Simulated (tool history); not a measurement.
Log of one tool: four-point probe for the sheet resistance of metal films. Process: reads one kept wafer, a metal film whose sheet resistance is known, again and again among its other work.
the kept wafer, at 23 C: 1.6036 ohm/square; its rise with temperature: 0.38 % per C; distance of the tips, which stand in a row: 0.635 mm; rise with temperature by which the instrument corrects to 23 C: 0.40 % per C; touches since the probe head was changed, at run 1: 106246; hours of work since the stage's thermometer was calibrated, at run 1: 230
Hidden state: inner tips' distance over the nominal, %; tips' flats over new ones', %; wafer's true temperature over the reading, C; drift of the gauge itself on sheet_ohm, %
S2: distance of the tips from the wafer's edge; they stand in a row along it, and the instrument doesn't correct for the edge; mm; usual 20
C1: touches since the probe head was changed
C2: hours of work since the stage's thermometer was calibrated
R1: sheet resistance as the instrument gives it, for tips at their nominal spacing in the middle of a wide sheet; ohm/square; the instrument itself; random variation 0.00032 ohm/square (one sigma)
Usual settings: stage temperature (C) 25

run 1 hour=0.0 | stage_temperature_(C)=25 S2=20 | C1=106246 C2=230 | R1=1.622454
run 2 hour=25.7 | stage_temperature_(C)=24 S2=20 | C1=107557 C2=245 | R1=1.622187
run 3 hour=52.9 | stage_temperature_(C)=24 S2=20 | C1=108942 C2=262 | R1=1.623007
run 4 hour=71.6 | stage_temperature_(C)=29 S2=20 | C1=109897 C2=273 | R1=1.620849
run 5 hour=93.8 | stage_temperature_(C)=29 S2=20 | C1=111030 C2=286 | R1=1.621339
run 6 hour=126.0 | stage_temperature_(C)=25 S2=20 | C1=112673 C2=305 | R1=1.622661
run 7 hour=153.0 | stage_temperature_(C)=25 S2=20 | C1=114050 C2=321 | R1=1.623113
-- hour=155.0 stage's thermometer calibrated
run 8 hour=183.0 | stage_temperature_(C)=21 S2=60 | C1=115553 C2=17 | R1=1.622991
run 9 hour=209.5 | stage_temperature_(C)=18 S2=20 | C1=116906 C2=32 | R1=1.625646
-- hour=225.9 stage's thermometer calibrated, once more
run 10 hour=238.8 | stage_temperature_(C)=28 S2=53 | C1=118373 C2=8 | R1=1.622849
run 11 hour=257.0 | stage_temperature_(C)=30 S2=20 | C1=119305 C2=18 | R1=1.622439
run 12 hour=279.0 | stage_temperature_(C)=30 S2=20 | C1=120423 C2=31 | R1=1.621904
run 13 hour=309.7 | stage_temperature_(C)=28 S2=3 | C1=121993 C2=50 | R1=1.661337
run 14 hour=335.3 | stage_temperature_(C)=28 S2=3 | C1=123298 C2=65 | R1=1.661404

Some steps in R1 between neighbouring runs. How much of each would the tool show without its hidden state too (settings, what came in, random variation), and how much is left for the hidden state, with any gauge scatter that isn't in both results?
Run 9 -> 10: stage temperature (C) 18 -> 28, S2 20 -> 53, stage's thermometer calibrated, once more. R1 -0.002797 ohm/square: hidden state +0.001658, all else -0.004455.
Run 12 -> 13: stage temperature (C) 30 -> 28, S2 20 -> 3. R1 +0.039433 ohm/square: hidden state +0.000593, all else +0.038840.

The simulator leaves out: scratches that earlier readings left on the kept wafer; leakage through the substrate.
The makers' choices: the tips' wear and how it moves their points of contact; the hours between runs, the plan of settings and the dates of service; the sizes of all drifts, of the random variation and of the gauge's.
